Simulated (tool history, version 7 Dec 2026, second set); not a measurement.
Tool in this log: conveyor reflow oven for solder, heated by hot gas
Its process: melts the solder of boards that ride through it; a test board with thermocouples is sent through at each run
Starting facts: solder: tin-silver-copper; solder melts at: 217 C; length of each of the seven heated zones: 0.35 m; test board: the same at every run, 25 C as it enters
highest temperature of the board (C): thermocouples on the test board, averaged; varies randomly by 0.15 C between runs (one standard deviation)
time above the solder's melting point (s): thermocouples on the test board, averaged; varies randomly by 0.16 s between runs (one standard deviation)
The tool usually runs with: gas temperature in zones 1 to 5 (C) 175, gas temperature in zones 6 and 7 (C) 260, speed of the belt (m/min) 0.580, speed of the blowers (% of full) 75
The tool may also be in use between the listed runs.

run   hour  gas temperature in zones 1 to 5 (C)  gas temperature in zones 6 and 7 (C)  speed of the belt (m/min)  speed of the blowers (% of full)  highest temperature of the board (C)  time above the solder's melting point (s)
  1    0.0                                  175                                   260                      0.580                                75                                 243.7                                       48.9
  2    6.4                                  175                                   260                      0.580                                75                                 243.7                                       48.4
  3   10.2                                  185                                   260                      0.580                                75                                 244.9                                       54.3
  4   19.1                                  185                                   260                      0.674                                75                                 240.9                                       42.0
  5   25.0                                  175                                   257                      0.580                                75                                 240.8                                       46.3
  6   28.9                                  175                                   260                      0.580                                75                                 243.3                                       48.8
  7   38.1                                  175                                   260                      0.580                                75                                 243.2                                       48.5
  8   44.8                                  175                                   260                      0.580                                75                                 243.2                                       48.5
      56.0  -- flux residue cleaned out of gas plates and filters
  9   56.9                                  175                                   260                      0.580                                75                                 244.2                                       49.5
 10   62.5                                  175                                   260                      0.580                                75                                 243.8                                       49.3
 11   71.1                                  175                                   260                      0.580                                75                                 243.9                                       49.2
 12   77.3                                  166                                   260                      0.580                                80                                 243.4                                       46.2
 13   85.1                                  175                                   271                      0.466                                75                                 259.2                                       75.9
 14   90.5                                  175                                   250                      0.588                                75                                 235.1                                       39.6
 15   94.6                                  175                                   260                      0.629                                75                                 241.5                                       42.9
 16  100.3                                  175                                   260                      0.629                                75                                 241.4                                       42.5
 17  108.5                                  175                                   260                      0.629                                75                                 241.5                                       42.4

Run 18 has not been measured yet. What should we expect?
 18  116.6                                  181                                   260                      0.592                                67                                     ?                                          ?

Run 18 produced highest temperature of the board (C) 242.9, time above the solder's melting point (s) 49.0.
With the hidden condition absent and the run-to-run variation left alone, this run would have shown highest temperature of the board (C) 245.4, time above the solder's melting point (s) 50.5.
